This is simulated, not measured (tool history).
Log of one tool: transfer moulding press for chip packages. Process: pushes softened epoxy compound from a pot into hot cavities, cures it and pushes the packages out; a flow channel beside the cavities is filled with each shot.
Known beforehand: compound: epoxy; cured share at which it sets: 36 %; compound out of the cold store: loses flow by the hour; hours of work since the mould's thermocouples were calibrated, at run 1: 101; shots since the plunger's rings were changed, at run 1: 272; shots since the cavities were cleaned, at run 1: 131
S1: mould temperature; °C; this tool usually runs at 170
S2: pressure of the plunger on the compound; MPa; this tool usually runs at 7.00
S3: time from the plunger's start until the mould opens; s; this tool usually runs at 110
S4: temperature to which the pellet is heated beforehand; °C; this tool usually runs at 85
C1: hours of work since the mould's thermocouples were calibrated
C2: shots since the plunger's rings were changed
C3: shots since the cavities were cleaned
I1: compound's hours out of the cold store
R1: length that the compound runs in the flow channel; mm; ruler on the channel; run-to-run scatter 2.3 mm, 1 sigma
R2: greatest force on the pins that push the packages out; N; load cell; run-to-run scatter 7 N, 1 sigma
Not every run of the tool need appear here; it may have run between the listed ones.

run	day	S1	S2	S3	S4	C1	C2	C3	I1	R1	R2
1	0.000	170	7.00	110	85	101	272	131	41.5	859	363
# day 1.933: cavities cleaned with cleaning compound and waxed
2	3.250	170	7.00	110	85	145	1064	327	38.0	857	502
# day 4.354: cavities cleaned with cleaning compound and waxed
# day 6.717: cavities cleaned with cleaning compound and waxed
3	6.879	170	7.00	110	85	193	1935	40	42.3	840	326
# day 9.162: cavities cleaned with cleaning compound and waxed
4	9.833	173	7.00	110	85	234	2654	167	34.6	832	363
# day 10.946: plunger's sealing rings changed
# day 11.850: cavities cleaned with cleaning compound and waxed
5	12.379	173	7.00	110	85	266	340	131	17.8	904	352
# day 14.267: cavities cleaned with cleaning compound and waxed
6	14.267	173	7.00	110	85	292	794	0	19.7	895	293
7	16.079	173	7.00	110	85	317	1244	450	29.4	861	434
# day 16.612: cavities cleaned with cleaning compound and waxed
# day 19.192: cavities cleaned with cleaning compound and waxed
8	19.492	173	7.00	110	85	362	2061	74	9.9	894	329
# day 21.729: cavities cleaned with cleaning compound and waxed
9	21.729	173	7.00	110	85	393	2602	0	36.5	826	280
# day 22.767: cavities cleaned with cleaning compound and waxed, once more
# day 23.050: plunger's sealing rings changed
10	24.142	170	7.04	110	85	424	271	315	19.6	912	424
# day 25.325: cavities cleaned with cleaning compound and waxed
11	25.971	170	7.04	110	85	448	710	160	30.1	884	372
# day 27.850: cavities cleaned with cleaning compound and waxed
12	28.725	174	7.00	110	85	485	1380	219	16.5	884	398
# day 30.196: cavities cleaned with cleaning compound and waxed
13	32.121	174	7.00	110	85	532	2209	479	13.5	882	450
# day 32.629: cavities cleaned with cleaning compound and waxed
# day 35.267: plunger's sealing rings changed
# day 35.329: cavities cleaned with cleaning compound and waxed
14	36.058	172	7.20	110	85	583	182	182	17.9	928	368
# day 37.779: cavities cleaned with cleaning compound and waxed
15	39.692	170	8.69	102	87	632	1069	475	33.7	981	500
# day 40.196: cavities cleaned with cleaning compound and waxed
# day 42.617: cavities cleaned with cleaning compound and waxed
16	42.888	175	7.00	95	85	675	1833	67	37.7	832	324
# day 45.075: cavities cleaned with cleaning compound and waxed
17	45.738	175	7.00	95	85	714	2525	165	23.0	860	374
# day 47.454: mould's thermocouples calibrated
# day 47.558: plunger's sealing rings changed
# day 47.621: cavities cleaned with cleaning compound and waxed
18	47.738	171	7.27	127	93	2	30	30	33.1	901	297
# day 49.975: cavities cleaned with cleaning compound and waxed
19	50.912	170	7.00	117	79	45	803	233	26.4	885	390
# day 52.471: cavities cleaned with cleaning compound and waxed
# day 54.867: cavities cleaned with cleaning compound and waxed
20	54.867	170	5.95	110	86	98	1755	0	44.0	777	299
# day 57.358: cavities cleaned with cleaning compound and waxed
21	57.446	170	7.00	131	94	133	2380	21	35.3	846	291
# day 59.592: plunger's sealing rings changed
# day 59.988: cavities cleaned with cleaning compound and waxed
22	60.129	170	7.00	123	94	168	118	35	26.4	899	312
# day 62.462: cavities cleaned with cleaning compound and waxed
23	62.625	170	7.00	123	94	201	723	40	17.7	908	298
# day 64.942: cavities cleaned with cleaning compound and waxed
24	65.317	170	7.00	123	94	238	1376	93	35.9	862	330
# day 67.267: cavities cleaned with cleaning compound and waxed
25	67.267	170	7.00	123	94	264	1845	0	21.4	883	287

What does the tool deliver on the next run?
# day 69.817: cavities cleaned with cleaning compound and waxed
26	71.050	170	7.00	123	94	315	2771	307	22.0	?	?

{"run 26": {"R1": 873, "R2": 401}}
On a tool with no hidden condition, and with the same random variation, this run would have come out at R1 915 mm, R2 270 N.
